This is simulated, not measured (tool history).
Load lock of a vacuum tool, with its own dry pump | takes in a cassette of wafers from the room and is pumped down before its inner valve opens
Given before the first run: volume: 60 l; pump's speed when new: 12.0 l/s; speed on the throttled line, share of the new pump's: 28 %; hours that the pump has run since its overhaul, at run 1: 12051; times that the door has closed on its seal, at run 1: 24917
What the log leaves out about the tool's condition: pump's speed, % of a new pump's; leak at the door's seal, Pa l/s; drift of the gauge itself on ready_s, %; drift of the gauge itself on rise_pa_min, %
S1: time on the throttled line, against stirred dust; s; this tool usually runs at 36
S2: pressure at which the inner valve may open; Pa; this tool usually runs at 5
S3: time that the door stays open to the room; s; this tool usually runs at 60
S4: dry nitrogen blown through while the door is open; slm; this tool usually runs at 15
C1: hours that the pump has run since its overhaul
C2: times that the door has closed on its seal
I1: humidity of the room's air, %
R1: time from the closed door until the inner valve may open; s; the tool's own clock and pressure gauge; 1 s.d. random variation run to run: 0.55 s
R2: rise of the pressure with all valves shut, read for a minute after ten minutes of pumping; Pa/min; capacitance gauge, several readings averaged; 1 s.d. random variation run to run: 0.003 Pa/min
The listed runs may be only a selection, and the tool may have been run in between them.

run,hour,S1,S2,S3,S4,C1,C2,I1,R1,R2
1,0,36,5,60,15,12051,24917,44.2,75.6,0.022
2,371.6,36,5,60,15,12423,25920,43.8,75.1,0.027
3,772.5,36,5,60,15,12824,27002,44.8,75.6,0.023
4,1082.2,36,5,60,15,13133,27838,47.2,75.9,0.027
5,1395.6,36,5,60,15,13447,28684,42,75.2,0.019
# hour 1828.8: dry pump taken out, an overhauled one fitted
6,1936.9,36,5,60,15,108,30128,43.3,76.9,0.027
7,2584,36,5,60,15,755,31875,47.7,75.5,0.025
8,3002,36,5,60,15,1173,33003,46.8,76.2,0.029
9,3576.3,36,5,60,15,1747,34552,43.6,76.4,0.026
10,4006.8,36,5,60,42,2178,35714,48.2,75.5,0.019
11,4561.7,27,5,60,15,2733,37212,43.9,69.1,0.024
12,5140.9,27,5,60,15,3312,38775,48,70,0.032
13,5554.6,27,5,60,15,3726,39891,48.8,67.8,0.028
# hour 5735.6: door's seal changed, seat wiped
14,6125.9,27,5,60,15,4296,1053,46.4,69.7,0.029
15,6620.2,27,5,60,15,4790,2387,42.1,68.8,0.023
16,7159.4,36,5,117,15,5329,3842,41.9,76.7,0.031
17,7873.4,36,5,117,15,6043,5769,45.7,75.9,0.028
18,8276.1,20,5,220,7,6446,6856,46.7,64.5,0.048
19,8583.2,36,4,27,15,6753,7684,48.2,76.5,0.017
20,9258.8,50,6,60,15,7428,9508,45.8,85,0.017
21,9908.1,36,5,78,4,8078,11260,47.1,74.9,0.037
22,10603.7,36,5,60,15,8773,13137,44.5,75.7,0.031
23,11028.9,36,5,60,15,9199,14284,46.2,75.8,0.028
24,11705.2,41,10,60,15,9875,16110,45.4,76.6,0.027
25,12107.3,32,8,60,8,10277,17195,45,70.4,0.029
26,12711,32,8,60,8,10881,18824,40.1,71,0.029
27,13126.9,34,5,27,11,11297,19946,49.3,74.4,0.02
28,13737.5,34,5,27,11,11907,21594,45.6,75,0.025
29,14215.2,34,5,26,11,12385,22883,45.3,74.7,0.017
30,14864.4,39,4,26,4,13034,24635,41.6,80,0.021
31,15295.3,29,5,60,15,13465,25798,46.9,70,0.026
# hour 15704.9: dry pump taken out, an overhauled one fitted
32,15843.4,36,5,25,41,138,27261,46.1,74.8,0.015

Here are 3 independent what-if runs from the current tool condition. What would each one return?
A,16438.5,36,8,101,15,734,28867,45.5,?,?
B,16438.5,36,5,50,37,734,28867,44.5,?,?
C,16438.5,36,5,25,5,734,28867,44.3,?,?

run,R1,R2
A,73.3,0.032
B,76.5,0.016
C,76,0.021
With no hidden state in the tool, these same runs would have given:
run,R1,R2
A,73.3,0.031
B,76.5,0.015
C,76,0.02
